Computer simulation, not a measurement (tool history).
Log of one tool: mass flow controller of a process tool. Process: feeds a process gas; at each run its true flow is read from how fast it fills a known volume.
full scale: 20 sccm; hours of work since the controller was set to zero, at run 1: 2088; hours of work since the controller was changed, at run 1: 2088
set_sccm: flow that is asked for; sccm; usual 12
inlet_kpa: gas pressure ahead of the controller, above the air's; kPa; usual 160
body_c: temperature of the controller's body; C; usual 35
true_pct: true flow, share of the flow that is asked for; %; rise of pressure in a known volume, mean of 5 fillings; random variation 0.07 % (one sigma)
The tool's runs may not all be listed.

run    hour  set_sccm  inlet_kpa  body_c  hours of work since the controller was set to zero  hours of work since the controller was changed  true_pct
  1     0.0        12        160      35                                                2088                                            2088     98.81
  2   368.3         5        160      35                                                2300                                            2300     98.61
  3   705.5        15        160      35                                                2493                                            2493     99.30
  4  1031.6        15        160      35                                                2681                                            2681     99.36
  5  1197.9         2        160      35                                                2776                                            2776     98.86
  6  1473.8         2        160      35                                                2935                                            2935     99.04
  7  1630.3         2        160      35                                                3025                                            3025     98.88
  8  1914.3         6        160      35                                                3188                                            3188     99.14
  9  2194.5         6        160      35                                                3349                                            3349     99.38
 10  2548.8        12        160      35                                                3552                                            3552     99.73
 11  2804.9        12        160      28                                                3700                                            3700    100.50
 12  2988.3        12        160      28                                                3805                                            3805    100.66
 13  3342.4        12        146      35                                                4008                                            4008    100.12
 14  3562.1        12        148      35                                                4135                                            4135    100.07
 15  3737.4        12        148      35                                                4235                                            4235    100.19
 16  4003.7        12        148      35                                                4388                                            4388    100.22
 17  4334.5         6        190      22                                                4578                                            4578    101.16
 18  4537.2        12        160      23                                                4695                                            4695    101.52
 19  4771.0         2        146      35                                                4829                                            4829    100.00
     4901.9  -- controller's zero set anew
 20  5128.4         2        146      35                                                 130                                            5034    100.31
 21  5414.5         2        146      35                                                 294                                            5199    100.20
 22  5624.4        12        204      22                                                 415                                            5319    101.95
     5868.7  -- gauge calibrated
 23  5947.5        12        204      22                                                 601                                            5505    100.05
 24  6147.2        13        269      22                                                 715                                            5620     99.73
 25  6509.5        10        144      35                                                 924                                            5828     99.11
 26  6707.2         6        152      25                                                1037                                            5941     99.97
 27  6957.3         2        160      21                                                1181                                            6085    100.23
 28  7213.1         2        160      21                                                1328                                            6232    100.31
 29  7544.4         2        160      21                                                1518                                            6422    100.56
 30  7907.7         9        157      35                                                1727                                            6631     99.48

Hidden state or all else? Some run-to-run changes of true_pct, split into what the settings, what came in and random variation would give without the hidden state, and what is left for the hidden state (with any gauge scatter that isn't in both results):
The hidden state here: flow at rest that the sensor doesn't see, % of full scale; true flow over the shown one, %; drift of the gauge itself on true_pct, %.
Run 9 -> 10: set_sccm 6 -> 12. true_pct +0.35 %: hidden state +0.13, all else +0.22.
Run 18 -> 19: set_sccm 12 -> 2, inlet_kpa 160 -> 146, body_c 23 -> 35. true_pct -1.52 %: hidden state +0.03, all else -1.55.
Run 19 -> 20: controller's zero set anew. true_pct +0.31 %: hidden state +0.15, all else +0.16.
Run 21 -> 22: set_sccm 2 -> 12, inlet_kpa 146 -> 204, body_c 35 -> 22. true_pct +1.75 %: hidden state +0.11, all else +1.64.
Run 22 -> 23: gauge calibrated. true_pct -1.90 %: hidden state -1.91, all else +0.01.
